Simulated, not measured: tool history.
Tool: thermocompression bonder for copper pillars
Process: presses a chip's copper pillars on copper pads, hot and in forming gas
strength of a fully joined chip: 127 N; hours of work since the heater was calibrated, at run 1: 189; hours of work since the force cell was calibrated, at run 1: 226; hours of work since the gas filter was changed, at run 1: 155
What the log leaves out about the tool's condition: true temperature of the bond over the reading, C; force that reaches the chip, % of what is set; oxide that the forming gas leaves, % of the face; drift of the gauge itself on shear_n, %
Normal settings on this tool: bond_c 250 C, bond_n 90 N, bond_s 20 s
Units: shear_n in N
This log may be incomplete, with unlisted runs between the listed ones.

| run | hour | bond_c | bond_n | bond_s | hours of work since the heater was calibrated | hours of work since the force cell was calibrated | hours of work since the gas filter was changed | shear_n |
|---|---|---|---|---|---|---|---|---|
| 1 | 0.0 | 250 | 90 | 20 | 189 | 226 | 155 | 53.5 |
| 2 | 16.4 | 250 | 90 | 20 | 196 | 233 | 162 | 53.5 |
|  | 36.7 | forming gas filter changed |
| 3 | 37.0 | 250 | 89 | 20 | 205 | 241 | 0 | 55.4 |
| 4 | 66.8 | 250 | 89 | 39 | 218 | 254 | 13 | 69.8 |
| 5 | 91.5 | 250 | 89 | 39 | 228 | 265 | 23 | 69.1 |
| 6 | 119.6 | 250 | 90 | 17 | 240 | 277 | 35 | 52.0 |
| 7 | 133.0 | 250 | 90 | 20 | 246 | 282 | 41 | 55.3 |
| 8 | 159.9 | 250 | 90 | 11 | 257 | 294 | 53 | 43.6 |
| 9 | 175.9 | 250 | 90 | 20 | 264 | 301 | 59 | 54.7 |
| 10 | 200.1 | 250 | 90 | 20 | 275 | 311 | 70 | 54.8 |
| 11 | 213.7 | 250 | 90 | 20 | 280 | 317 | 76 | 54.9 |
| 12 | 231.1 | 250 | 90 | 20 | 288 | 324 | 83 | 54.6 |
| 13 | 252.1 | 250 | 90 | 20 | 297 | 333 | 92 | 54.3 |
| 14 | 283.2 | 250 | 59 | 20 | 310 | 347 | 105 | 39.4 |
| 15 | 307.6 | 250 | 59 | 18 | 321 | 357 | 116 | 37.5 |
| 16 | 329.3 | 250 | 59 | 18 | 330 | 366 | 125 | 37.8 |
| 17 | 357.2 | 250 | 70 | 16 | 342 | 378 | 137 | 41.1 |
| 18 | 375.1 | 250 | 70 | 40 | 349 | 386 | 145 | 58.3 |
| 19 | 391.1 | 251 | 62 | 44 | 356 | 393 | 151 | 56.1 |
| 20 | 410.9 | 264 | 78 | 11 | 365 | 401 | 160 | 48.2 |
|  | 435.9 | forming gas filter changed |
| 21 | 439.8 | 260 | 58 | 14 | 377 | 413 | 2 | 41.4 |
| 22 | 456.3 | 257 | 61 | 51 | 384 | 420 | 9 | 66.2 |

Predict each of these 4 candidate next runs independently; none follows another, all start after run 22:
| A | 476.0 | 237 | 60 | 41 | 392 | 429 | 17 | ? |
| B | 476.0 | 267 | 67 | 18 | 392 | 429 | 17 | ? |
| C | 476.0 | 275 | 100 | 25 | 392 | 429 | 17 | ? |
| D | 476.0 | 257 | 120 | 33 | 392 | 429 | 17 | ? |

| run | shear_n |
|---|---|
| A | 43.2 |
| B | 56.8 |
| C | 88.5 |
| D | 85.9 |
Without the tool's hidden state the same runs would have given:
| run | shear_n |
|---|---|
| A | 43.5 |
| B | 57.3 |
| C | 89.4 |
| D | 86.7 |
